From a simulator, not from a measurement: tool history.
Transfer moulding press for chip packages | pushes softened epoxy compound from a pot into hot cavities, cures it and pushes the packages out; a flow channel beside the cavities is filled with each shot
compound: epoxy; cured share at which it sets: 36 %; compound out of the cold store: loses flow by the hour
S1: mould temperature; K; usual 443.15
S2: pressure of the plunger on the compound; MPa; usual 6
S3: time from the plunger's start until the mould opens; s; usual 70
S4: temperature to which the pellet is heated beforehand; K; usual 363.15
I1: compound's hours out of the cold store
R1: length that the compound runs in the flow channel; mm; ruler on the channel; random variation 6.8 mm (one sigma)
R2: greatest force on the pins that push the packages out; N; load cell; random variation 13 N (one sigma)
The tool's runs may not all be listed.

run     day      S1    S2   S3      S4    I1   R1   R2
  1       0  443.15     6   70  363.15  26.9  773  753
  2   0.571  443.15     6   70  363.15  46.9  711  803
      0.779  -- cavities cleaned with cleaning compound and waxed
  3   1.508  443.15     6   70  363.15  44.9  713  762
  4   1.929  443.15     6   70  363.15  44.8  730  773
  5   2.375  443.15     6   67  363.15  29.3  754  955
      2.508  -- cavities cleaned with cleaning compound and waxed
  6   3.192  443.15     6   67  371.15  25.4  756  777
  7   3.771  443.15     6   70  363.15  28.7  754  818
      4.217  -- cavities cleaned with cleaning compound and waxed
  8   4.267  443.15  7.01   70  363.15  37.5  790  610
  9   5.158  443.15  7.01   70  363.15  20.1  823  760
 10   5.596  442.15     6   70  363.15  40.2  715  834
      5.912  -- cavities cleaned with cleaning compound and waxed
 11   6.525  442.15     6   70  363.15    43  717  771
 12    7.25  442.15     6   70  363.15  10.6  784  916
      7.667  -- cavities cleaned with cleaning compound and waxed
 13   8.096  442.15     6   70  363.15  29.6  743  756
 14   8.875  442.15     6   70  363.15  22.1  757  860
      9.421  -- cavities cleaned with cleaning compound and waxed
 15   9.604  438.15     6  103  363.15  42.4  710  491
 16  10.004  443.15   7.5   76  371.15  26.9  819  604
 17  10.421  443.15   7.5   76  371.15  17.2  858  664
 18  10.967  441.15     6   70  353.15  25.4  731  976
     11.162  -- cavities cleaned with cleaning compound and waxed
 19  11.933  441.15     6   70  353.15  11.4  781  929
 20   12.45  441.15     6   70  353.15  30.3  731  914
     12.862  -- cavities cleaned with cleaning compound and waxed
 21  13.212  441.15  5.23   70  371.15  41.9  657  730

Run 22 comes next. What will it give?
 22  13.683  449.15   6  70  363.15  35.6   ?   ?

R1: 696 mm
R2: 583 N
Without the tool's hidden state the same run would have given R1 741 mm, R2 491 N.

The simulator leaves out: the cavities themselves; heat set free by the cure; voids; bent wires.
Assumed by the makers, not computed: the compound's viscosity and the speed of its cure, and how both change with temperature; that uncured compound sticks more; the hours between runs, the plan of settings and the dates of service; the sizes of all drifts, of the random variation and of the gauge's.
